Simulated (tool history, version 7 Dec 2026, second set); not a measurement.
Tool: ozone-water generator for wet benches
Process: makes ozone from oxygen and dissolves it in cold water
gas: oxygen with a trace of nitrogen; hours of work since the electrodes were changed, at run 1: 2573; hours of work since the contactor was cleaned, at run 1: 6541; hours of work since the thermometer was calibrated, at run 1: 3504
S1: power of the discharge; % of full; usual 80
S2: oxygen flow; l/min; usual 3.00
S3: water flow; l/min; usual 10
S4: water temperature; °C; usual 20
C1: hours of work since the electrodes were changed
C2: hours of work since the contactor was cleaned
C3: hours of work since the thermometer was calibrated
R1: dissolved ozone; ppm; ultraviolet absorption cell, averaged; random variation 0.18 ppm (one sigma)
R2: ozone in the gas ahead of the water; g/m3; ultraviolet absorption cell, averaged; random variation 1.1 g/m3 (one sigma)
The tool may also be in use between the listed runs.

run,hour,S1,S2,S3,S4,C1,C2,C3,R1,R2
1,0.0,80,3.00,10,20,2573,6541,3504,25.8,202.2
2,65.3,80,3.00,10,20,2623,6590,3553,25.8,202.0
3,192.0,80,3.00,10,20,2718,6686,3649,25.9,206.2
4,325.8,80,3.00,10,20,2820,6787,3750,25.8,205.8
5,423.5,80,3.00,10,20,2893,6861,3824,25.8,203.4
6,503.8,43,2.27,12,20,2954,6922,3884,16.7,177.7
7,605.8,66,5.02,11,22,3031,6999,3961,18.9,131.9
8,724.9,80,2.00,8,12,3121,7089,4051,35.4,269.5
9,847.3,47,2.00,8,12,3214,7181,4144,26.6,203.5
10,922.1,71,1.80,8,26,3270,7238,4201,27.7,272.7

The same runs without the tool's hidden state, with the same run-to-run variation:
The hidden state here: yield of the discharge, % of new electrodes'; contactor's efficiency, % of a clean one's; true water temperature over the reading, C; drift of the gauge itself on ozone_ppm, %; drift of the gauge itself on gas_g_m3, %.
run,R2
1,202.3
2,201.8
3,205.5
4,204.6
5,201.8
6,176.0
7,130.4
8,265.7
9,200.2
10,267.9
R1: within 0.1 ppm of the measured result in every run.
